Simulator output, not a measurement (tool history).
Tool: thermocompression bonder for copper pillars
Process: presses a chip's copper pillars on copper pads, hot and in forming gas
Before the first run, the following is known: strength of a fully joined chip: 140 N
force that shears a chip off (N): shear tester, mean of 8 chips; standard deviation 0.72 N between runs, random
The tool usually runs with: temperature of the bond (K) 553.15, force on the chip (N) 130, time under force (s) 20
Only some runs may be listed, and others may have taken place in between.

| run | hour | temperature of the bond (K) | force on the chip (N) | time under force (s) | force that shears a chip off (N) |
|---|---|---|---|---|---|
| 1 | 0.0 | 553.15 | 130 | 20 | 51.3 |
| 2 | 9.3 | 553.15 | 130 | 20 | 51.1 |
| 3 | 22.6 | 553.15 | 130 | 20 | 51.5 |
| 4 | 39.1 | 553.15 | 130 | 20 | 51.4 |
| 5 | 49.1 | 553.15 | 130 | 20 | 51.5 |
| 6 | 61.1 | 553.15 | 130 | 20 | 51.9 |
| 7 | 76.3 | 540.15 | 164 | 18 | 51.5 |
|  | 88.3 | forming gas filter changed |
| 8 | 96.3 | 540.15 | 164 | 18 | 51.6 |
| 9 | 107.8 | 547.15 | 130 | 20 | 47.7 |
| 10 | 128.1 | 547.15 | 130 | 20 | 47.1 |
|  | 138.0 | heater calibrated with a thermocouple chip |
| 11 | 150.8 | 547.15 | 130 | 20 | 48.8 |
| 12 | 163.9 | 547.15 | 130 | 20 | 48.2 |

What if the next run were any one of these 3? Each begins from the tool's condition after run 12:
| A | 179.1 | 532.15 | 155 | 11 | ? |
| B | 179.1 | 532.15 | 78 | 40 | ? |
| C | 179.1 | 553.15 | 123 | 20 | ? |

| run | force that shears a chip off (N) |
|---|---|
| A | 35.7 |
| B | 29.7 |
| C | 48.7 |
With the hidden condition removed and each run's random variation left untouched, the same runs would have given:
| run | force that shears a chip off (N) |
|---|---|
| A | 35.6 |
| B | 29.7 |
| C | 48.7 |
